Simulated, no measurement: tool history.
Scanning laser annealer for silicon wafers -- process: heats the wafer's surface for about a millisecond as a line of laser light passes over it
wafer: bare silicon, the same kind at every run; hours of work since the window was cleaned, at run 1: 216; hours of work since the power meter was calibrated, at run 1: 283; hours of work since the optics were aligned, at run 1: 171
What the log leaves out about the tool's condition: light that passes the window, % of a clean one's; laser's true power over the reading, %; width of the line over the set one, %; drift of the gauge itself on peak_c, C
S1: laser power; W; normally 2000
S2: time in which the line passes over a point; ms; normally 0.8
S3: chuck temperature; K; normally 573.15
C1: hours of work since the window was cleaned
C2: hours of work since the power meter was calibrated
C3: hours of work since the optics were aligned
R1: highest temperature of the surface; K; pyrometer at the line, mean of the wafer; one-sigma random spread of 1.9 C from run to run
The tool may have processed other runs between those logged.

run     day    S1     S2      S3   C1   C2   C3       R1
  1       0  2000    0.8  573.15  216  283  171  1391.15
  2   0.492  2000    0.8  573.15  224  290  178  1390.15
  3   1.075  2000    0.8  573.15  233  299  187  1389.15
  4   1.408  2000    0.8  573.15  238  304  192  1393.15
  5   1.704  2000    0.8  573.15  242  309  197  1387.15
  6   2.221  2000    0.8  573.15  250  316  205  1391.15
  7   2.579  2000    0.8  573.15  256  322  210  1387.15
  8   3.158  2000  0.941  573.15  264  331  219  1455.15
  9   3.512  2000  0.941  573.15  270  336  224  1458.15
 10   3.862  2000    0.8  572.15  275  341  230  1390.15
 11   4.462  2000    0.8  572.15  284  350  239  1385.15
 12   4.921  2000    0.8  572.15  291  357  246  1387.15
 13   5.388  2000    0.8  572.15  298  365  253  1384.15
      5.512  -- window over the wafer cleaned
 14   5.833  2000    0.8  573.15    5  370  258  1378.15
 15   6.188  1725    0.8  573.15   10  375  264  1272.15
 16   6.679  2000    0.8  573.15   18  383  271  1377.15
 17   7.254  2000    0.8  573.15   26  392  280  1375.15
 18     7.6  2000    0.8  543.15   32  397  285  1346.15
 19   7.854  2000    0.8  613.15   36  401  289  1414.15
 20   8.196  2000    0.8  573.15   41  406  294  1375.15
      8.533  -- window over the wafer cleaned, once more
 21   8.767  1783   0.58  585.15    4  413  302  1220.15
 22   9.208  1783   0.58  585.15   10  420  308  1221.15
 23   9.596  1783  0.671  585.15   16  426  314  1269.15
 24  10.188  2000  0.796  610.15   25  435  323  1438.15
 25  10.617  2076    0.8  573.15   32  441  330  1428.15
 26  11.104  1990  0.666  589.15   39  449  337  1338.15
 27  11.392  2000    0.8  610.15   43  453  341  1435.15
 28  11.925  2000  0.752  539.15   52  461  349  1341.15
 29  12.467  1854   0.79  539.15   60  470  358  1305.15
 30  13.083  1974  0.851  542.15   69  479  367  1386.15
 31  13.612  2000  0.816  569.15   77  487  375  1400.15
 32  14.192  2000  0.849  573.15   86  496  384  1419.15
 33  14.488  2014    0.8  573.15   91  500  388  1406.15
 34  14.929  2062  0.966  581.15   97  507  395  1514.15
 35  15.183  2152   0.67  573.15  101  511  399  1379.15
 36  15.483  2000  0.779  597.15  106  515  404  1408.15
 37  15.975  2000  0.903  597.15  113  523  411  1470.15
 38  16.392  2000  0.992  580.15  119  529  417  1498.15
 39  16.654  2000  0.658  560.15  123  533  421  1309.15
 40  17.154  2000  0.658  560.15  131  541  429  1308.15

Consider 3 possible next runs. They are alternatives, not a sequence: every one starts from the tool as it was left by run 40. What does each give?
  A  17.488  2000    0.8  555.15  136  546  434   ?
  B  17.488  2000  0.658  600.15  136  546  434   ?
  C  17.488  2000  0.658  604.15  136  546  434   ?

run       R1
  A  1377.15
  B  1348.15
  C  1349.15
Take away the tool's hidden state, keep each run's random variation, and the runs would have read:
run       R1
  A  1390.15
  B  1359.15
  C  1360.15
